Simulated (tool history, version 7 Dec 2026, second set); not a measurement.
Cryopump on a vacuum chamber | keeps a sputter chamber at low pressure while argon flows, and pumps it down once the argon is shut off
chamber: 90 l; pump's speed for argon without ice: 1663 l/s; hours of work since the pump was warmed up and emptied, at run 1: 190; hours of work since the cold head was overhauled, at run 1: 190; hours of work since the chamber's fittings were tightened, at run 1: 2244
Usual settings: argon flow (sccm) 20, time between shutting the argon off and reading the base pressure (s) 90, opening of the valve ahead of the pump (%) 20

run	day	argon flow (sccm)	time between shutting the argon off and reading the base pressure (s)	opening of the valve ahead of the pump (%)	hours of work since the pump was warmed up and emptied	hours of work since the cold head was overhauled	hours of work since the chamber's fittings were tightened	pressure while argon flows (Pa)	pressure after the wait (uPa)
1	0.000	20	90	20	190	190	2244	0.1036	1.33
2	3.883	20	104	20	240	240	2294	0.1046	1.33
3	5.883	20	104	20	265	265	2320	0.1047	1.35
4	8.483	20	104	20	299	299	2353	0.1060	1.35
5	11.712	20	104	20	341	341	2395	0.1043	1.34
6	15.100	20	104	20	384	384	2438	0.1053	1.38
7	17.288	20	104	20	412	412	2467	0.1063	1.38
8	21.529	16	90	20	467	467	2521	0.0851	1.51
9	24.633	16	90	20	507	507	2561	0.0851	1.60
10	27.171	20	40	20	540	540	2594	0.1071	2.38
11	29.900	20	40	20	575	575	2629	0.1073	2.29
12	32.208	26	281	20	605	605	2659	0.1401	1.23
13	35.717	11	90	39	650	650	2704	0.0325	1.70
14	38.879	11	90	39	691	691	2745	0.0326	1.73
15	42.475	11	83	35	737	737	2791	0.0366	1.81
16	46.258	11	83	35	786	786	2840	0.0372	1.80
# day 46.908: pump warmed up, emptied and cooled again
17	50.038	11	83	35	40	832	2886	0.0320	1.45
18	52.383	11	83	35	71	862	2916	0.0321	1.48
19	56.554	23	41	36	124	916	2970	0.0661	2.14
20	60.408	11	148	53	174	966	3020	0.0226	1.36
21	64.112	11	148	53	222	1013	3068	0.0218	1.33

Measured less the same run without the tool's hidden state. The same run-to-run variation is in both; the gauge's scatter may not be:
The hidden state here: pump's speed, % of a pump's without ice; cold plate's temperature, K; leak into the chamber, uPa l/s; drift of the gauge itself on working_pa, %; drift of the gauge itself on base_upa, %.
run	pressure while argon flows (Pa)	pressure after the wait (uPa)
1	+0.0021	+0.58
2	+0.0025	+0.64
3	+0.0028	+0.64
4	+0.0032	+0.67
5	+0.0036	+0.68
6	+0.0041	+0.71
7	+0.0044	+0.72
8	+0.0041	+0.75
9	+0.0045	+0.82
10	+0.0061	+0.84
11	+0.0064	+0.86
12	+0.0090	+0.87
13	+0.0041	+0.89
14	+0.0045	+0.96
15	+0.0048	+1.01
16	+0.0053	+1.03
17	+0.0004	+0.67
18	+0.0005	+0.69
19	+0.0016	+0.73
20	+0.0010	+0.77
21	+0.0012	+0.80
